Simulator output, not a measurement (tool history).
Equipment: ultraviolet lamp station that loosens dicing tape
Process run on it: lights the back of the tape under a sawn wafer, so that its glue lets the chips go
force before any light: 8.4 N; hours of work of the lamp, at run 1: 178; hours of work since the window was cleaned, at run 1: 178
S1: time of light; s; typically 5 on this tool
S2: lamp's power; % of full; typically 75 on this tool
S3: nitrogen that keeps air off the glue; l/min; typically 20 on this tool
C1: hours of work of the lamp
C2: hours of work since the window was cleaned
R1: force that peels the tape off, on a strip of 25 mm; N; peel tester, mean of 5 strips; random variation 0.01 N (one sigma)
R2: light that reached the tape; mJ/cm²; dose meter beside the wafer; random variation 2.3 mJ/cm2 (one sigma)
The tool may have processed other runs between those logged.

{"run": 1, "hour": 0.0, "S1": 5, "S2": 75, "S3": 20, "C1": 178, "C2": 178, "R1": 0.498, "R2": 203}
{"run": 2, "hour": 65.1, "S1": 5, "S2": 75, "S3": 20, "C1": 212, "C2": 212, "R1": 0.526, "R2": 194}
{"run": 3, "hour": 121.2, "S1": 5, "S2": 75, "S3": 20, "C1": 242, "C2": 242, "R1": 0.517, "R2": 194}
{"run": 4, "hour": 162.3, "S1": 5, "S2": 75, "S3": 20, "C1": 264, "C2": 264, "R1": 0.553, "R2": 194}
{"run": 5, "hour": 199.7, "S1": 5, "S2": 75, "S3": 20, "C1": 283, "C2": 283, "R1": 0.578, "R2": 190}
{"run": 6, "hour": 247.0, "S1": 5, "S2": 75, "S3": 20, "C1": 308, "C2": 308, "R1": 0.577, "R2": 189}
{"run": 7, "hour": 279.8, "S1": 5, "S2": 67, "S3": 20, "C1": 326, "C2": 326, "R1": 0.734, "R2": 167}
{"run": 8, "hour": 341.1, "S1": 5, "S2": 67, "S3": 20, "C1": 358, "C2": 358, "R1": 0.731, "R2": 164}
{"run": 9, "hour": 390.8, "S1": 5, "S2": 75, "S3": 20, "C1": 385, "C2": 385, "R1": 0.61, "R2": 182}
{"run": 10, "hour": 427.6, "S1": 5, "S2": 75, "S3": 20, "C1": 404, "C2": 404, "R1": 0.641, "R2": 182}
{"run": 11, "hour": 492.0, "S1": 5, "S2": 75, "S3": 20, "C1": 438, "C2": 438, "R1": 0.622, "R2": 180}
{"run": 12, "hour": 526.7, "S1": 5, "S2": 75, "S3": 20, "C1": 457, "C2": 457, "R1": 0.651, "R2": 176}
{"run": 13, "hour": 561.6, "S1": 5, "S2": 75, "S3": 20, "C1": 475, "C2": 475, "R1": 0.622, "R2": 177}
{"run": 14, "hour": 620.0, "S1": 5, "S2": 75, "S3": 20, "C1": 506, "C2": 506, "R1": 0.674, "R2": 172}
{"run": 15, "hour": 673.8, "S1": 5, "S2": 75, "S3": 20, "C1": 534, "C2": 534, "R1": 0.68, "R2": 173}
{"run": 16, "hour": 718.7, "S1": 5, "S2": 75, "S3": 20, "C1": 558, "C2": 558, "R1": 0.703, "R2": 169}
{"run": 17, "hour": 751.0, "S1": 5, "S2": 75, "S3": 11, "C1": 575, "C2": 575, "R1": 1.074, "R2": 169}
{"hour": 773.4, "done": "window cleaned of glue's vapour"}
{"run": 18, "hour": 786.0, "S1": 5, "S2": 75, "S3": 20, "C1": 594, "C2": 7, "R1": 0.545, "R2": 196}
{"run": 19, "hour": 837.8, "S1": 5, "S2": 75, "S3": 20, "C1": 621, "C2": 34, "R1": 0.55, "R2": 197}
{"run": 20, "hour": 877.3, "S1": 5, "S2": 75, "S3": 20, "C1": 642, "C2": 55, "R1": 0.567, "R2": 190}
{"run": 21, "hour": 906.9, "S1": 8, "S2": 75, "S3": 20, "C1": 658, "C2": 71, "R1": 0.293, "R2": 301}
{"run": 22, "hour": 941.7, "S1": 8, "S2": 75, "S3": 20, "C1": 676, "C2": 89, "R1": 0.278, "R2": 302}
{"run": 23, "hour": 999.7, "S1": 3, "S2": 92, "S3": 8, "C1": 707, "C2": 120, "R1": 1.718, "R2": 139}
{"run": 24, "hour": 1028.4, "S1": 7, "S2": 61, "S3": 8, "C1": 722, "C2": 135, "R1": 0.866, "R2": 210}
{"run": 25, "hour": 1078.7, "S1": 7, "S2": 61, "S3": 8, "C1": 749, "C2": 162, "R1": 0.862, "R2": 209}
{"run": 26, "hour": 1106.1, "S1": 7, "S2": 61, "S3": 8, "C1": 763, "C2": 176, "R1": 0.9, "R2": 207}
{"run": 27, "hour": 1142.7, "S1": 2, "S2": 67, "S3": 9, "C1": 782, "C2": 196, "R1": 3.787, "R2": 60}
{"run": 28, "hour": 1173.5, "S1": 2, "S2": 75, "S3": 12, "C1": 799, "C2": 212, "R1": 3.227, "R2": 72}
{"run": 29, "hour": 1203.9, "S1": 2, "S2": 75, "S3": 12, "C1": 815, "C2": 228, "R1": 3.185, "R2": 71}
{"run": 30, "hour": 1247.1, "S1": 2, "S2": 75, "S3": 12, "C1": 838, "C2": 251, "R1": 3.234, "R2": 68}
{"run": 31, "hour": 1311.7, "S1": 2, "S2": 61, "S3": 12, "C1": 872, "C2": 285, "R1": 3.975, "R2": 56}
{"run": 32, "hour": 1360.6, "S1": 5, "S2": 64, "S3": 38, "C1": 898, "C2": 311, "R1": 0.683, "R2": 141}
{"run": 33, "hour": 1409.3, "S1": 4, "S2": 72, "S3": 16, "C1": 924, "C2": 337, "R1": 1.341, "R2": 127}
{"run": 34, "hour": 1459.5, "S1": 2, "S2": 74, "S3": 13, "C1": 950, "C2": 363, "R1": 3.265, "R2": 65}
{"run": 35, "hour": 1501.0, "S1": 5, "S2": 96, "S3": 20, "C1": 972, "C2": 385, "R1": 0.477, "R2": 212}
{"run": 36, "hour": 1543.1, "S1": 5, "S2": 74, "S3": 20, "C1": 995, "C2": 408, "R1": 0.782, "R2": 158}
{"run": 37, "hour": 1610.1, "S1": 4, "S2": 87, "S3": 20, "C1": 1030, "C2": 443, "R1": 0.908, "R2": 150}
{"run": 38, "hour": 1642.9, "S1": 7, "S2": 75, "S3": 7, "C1": 1047, "C2": 460, "R1": 0.812, "R2": 222}
{"run": 39, "hour": 1703.6, "S1": 7, "S2": 86, "S3": 12, "C1": 1080, "C2": 493, "R1": 0.465, "R2": 252}
{"run": 40, "hour": 1743.2, "S1": 7, "S2": 75, "S3": 8, "C1": 1100, "C2": 514, "R1": 0.784, "R2": 213}
{"run": 41, "hour": 1781.9, "S1": 5, "S2": 80, "S3": 6, "C1": 1121, "C2": 534, "R1": 1.552, "R2": 160}
{"run": 42, "hour": 1830.3, "S1": 5, "S2": 80, "S3": 6, "C1": 1147, "C2": 560, "R1": 1.626, "R2": 157}

The next listed run, before its measurement:
{"run": 43, "hour": 1873.2, "S1": 9, "S2": 87, "S3": 37, "C1": 1169, "C2": 582, "R1": "?", "R2": "?"}

R1: 0.248 N
R2: 306 mJ/cm²
With no hidden state in the tool, this same run would have given R1 0.231 N, R2 451 mJ/cm².
